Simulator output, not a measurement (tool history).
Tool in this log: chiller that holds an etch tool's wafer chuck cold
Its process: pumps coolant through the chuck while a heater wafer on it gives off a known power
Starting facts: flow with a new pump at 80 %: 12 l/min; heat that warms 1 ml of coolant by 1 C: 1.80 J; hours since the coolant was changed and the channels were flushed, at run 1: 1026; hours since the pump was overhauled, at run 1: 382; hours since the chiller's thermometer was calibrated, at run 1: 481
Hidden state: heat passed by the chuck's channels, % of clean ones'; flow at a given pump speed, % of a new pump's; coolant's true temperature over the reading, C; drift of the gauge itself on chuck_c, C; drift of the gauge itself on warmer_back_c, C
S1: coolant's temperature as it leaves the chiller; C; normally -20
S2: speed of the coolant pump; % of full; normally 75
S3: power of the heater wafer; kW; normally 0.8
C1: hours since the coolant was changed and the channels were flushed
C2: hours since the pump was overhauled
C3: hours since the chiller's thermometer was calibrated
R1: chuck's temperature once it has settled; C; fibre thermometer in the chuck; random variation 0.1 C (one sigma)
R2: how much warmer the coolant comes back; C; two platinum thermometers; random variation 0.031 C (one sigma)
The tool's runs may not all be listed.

Run 1, day 0: usual settings; C1 1026; C2 382; C3 481. Result: R1 -10.2 C, R2 2.38 C.
Run 2, day 1.104: usual settings but S2 92 % of full; C1 1053; C2 408; C3 507. Result: R1 -11.7 C, R2 1.92 C.
Run 3, day 2.246: usual settings but S2 92 % of full; C1 1080; C2 435; C3 535. Result: R1 -11.5 C, R2 1.95 C.
Run 4, day 3.379: usual settings but S2 92 % of full; C1 1107; C2 463; C3 562. Result: R1 -11.6 C, R2 1.95 C.
Run 5, day 4.362: usual settings but S2 92 % of full; C1 1131; C2 486; C3 586. Result: R1 -11.7 C, R2 1.97 C.
Run 6, day 4.988: usual settings but S2 92 % of full; C1 1146; C2 501; C3 600. Result: R1 -11.5 C, R2 1.94 C.
Run 7, day 5.85: usual settings but S2 92 % of full; C1 1167; C2 522; C3 621. Result: R1 -11.7 C, R2 1.95 C.
Run 8, day 7.392: usual settings but S2 92 % of full; C1 1204; C2 559; C3 658. Result: R1 -11.5 C, R2 1.91 C.
Run 9, day 8.896: usual settings but S2 92 % of full; C1 1240; C2 595; C3 694. Result: R1 -11.5 C, R2 1.95 C.
Run 10, day 9.642: usual settings but S2 92 % of full; C1 1258; C2 613; C3 712. Result: R1 -11.6 C, R2 1.99 C.
Run 11, day 11.083: usual settings; C1 1292; C2 648; C3 747. Result: R1 -9.8 C, R2 2.47 C.
Run 12, day 11.788: usual settings; C1 1309; C2 665; C3 764. Result: R1 -9.9 C, R2 2.41 C.
Run 13, day 12.958: usual settings but S2 80 % of full; C1 1337; C2 693; C3 792. Result: R1 -10.4 C, R2 2.27 C.
Run 14, day 13.933: usual settings but S2 80 % of full; C1 1361; C2 716; C3 815. Result: R1 -10.5 C, R2 2.33 C.
Run 15, day 15.029: usual settings but S2 80 % of full; C1 1387; C2 742; C3 842. Result: R1 -10.3 C, R2 2.28 C.
Run 16, day 16.288: usual settings; C1 1417; C2 773; C3 872. Result: R1 -9.7 C, R2 2.48 C.
Run 17, day 17.758: usual settings but S1 -14 C, S2 82 % of full; C1 1452; C2 808; C3 907. Result: R1 -4.5 C, R2 2.23 C.
Run 18, day 19.225: usual settings but S1 -25 C, S2 100 % of full, S3 0.897 kW; C1 1488; C2 843; C3 942. Result: R1 -15.9 C, R2 1.98 C.
Run 19, day 20.121: usual settings but S2 70 % of full; C1 1509; C2 865; C3 964. Result: R1 -9.3 C, R2 2.68 C.
Run 20, day 21.6: usual settings but S2 70 % of full; C1 1545; C2 900; C3 999. Result: R1 -9.2 C, R2 2.61 C.
Run 21, day 22.804: usual settings but S2 70 % of full; C1 1573; C2 929; C3 1028. Result: R1 -9 C, R2 2.63 C.
Run 22, day 23.492: usual settings but S1 -21 C, S2 87 % of full; C1 1590; C2 945; C3 1045. Result: R1 -11.9 C, R2 2.07 C.
Run 23, day 24.608: usual settings but S1 -21 C, S2 87 % of full; C1 1617; C2 972; C3 1071. Result: R1 -11.9 C, R2 2.15 C.
Run 24, day 25.483: usual settings but S1 -11 C, S3 0.542 kW; C1 1638; C2 993; C3 1092. Result: R1 -3.9 C, R2 1.62 C.
Run 25, day 26.404: usual settings but S1 -19 C, S2 64 % of full; C1 1660; C2 1015; C3 1114. Result: R1 -7.2 C, R2 2.9 C.
Run 26, day 27.433: usual settings but S1 -15 C, S2 90 % of full, S3 0.759 kW; C1 1685; C2 1040; C3 1139. Result: R1 -6.6 C, R2 1.92 C.
Run 27, day 28.567: usual settings but S1 -15 C, S2 63 % of full, S3 1.133 kW; C1 1712; C2 1067; C3 1166. Result: R1 2.1 C, R2 4.2 C.
Run 28, day 30.042: usual settings but S1 -26 C, S2 76 % of full, S3 0.986 kW; C1 1747; C2 1103; C3 1202. Result: R1 -13.4 C, R2 2.98 C.
Run 29, day 31.004: usual settings but S2 63 % of full, S3 0.641 kW; C1 1770; C2 1126; C3 1225. Result: R1 -10.3 C, R2 2.4 C.
Run 30, day 31.65: usual settings but S2 63 % of full, S3 0.641 kW; C1 1786; C2 1141; C3 1240. Result: R1 -10.1 C, R2 2.37 C.
Run 31, day 32.371: usual settings but S1 -18 C, S3 0.958 kW; C1 1803; C2 1159; C3 1258. Result: R1 -5.6 C, R2 2.98 C.
Run 32, day 33.688: usual settings but S1 -15 C, S3 0.437 kW; C1 1835; C2 1190; C3 1289. Result: R1 -9.2 C, R2 1.41 C.

Same runs, no hidden state in the tool, same run-to-run variation:
run     R1    R2
  1  -10.7  2.35
  2  -12.2  1.89
  3    -12  1.92
  4  -12.1  1.91
  5  -12.3  1.93
  6    -12   1.9
  7  -12.3  1.92
  8  -12.1  1.87
  9  -12.1  1.91
 10  -12.2  1.94
 11  -10.6  2.41
 12  -10.6  2.35
 13  -11.1  2.21
 14  -11.2  2.27
 15  -11.1  2.22
 16  -10.5  2.41
 17   -5.3  2.17
 18  -16.7  1.92
 19  -10.2  2.59
 20  -10.1  2.52
 21    -10  2.54
 22  -12.7     2
 23  -12.7  2.08
 24   -4.6  1.56
 25   -8.3  2.79
 26   -7.5  1.85
 27    0.5  4.04
 28  -14.7  2.86
 29  -11.3   2.3
 30  -11.1  2.28
 31   -6.9  2.86
 32   -9.9  1.35

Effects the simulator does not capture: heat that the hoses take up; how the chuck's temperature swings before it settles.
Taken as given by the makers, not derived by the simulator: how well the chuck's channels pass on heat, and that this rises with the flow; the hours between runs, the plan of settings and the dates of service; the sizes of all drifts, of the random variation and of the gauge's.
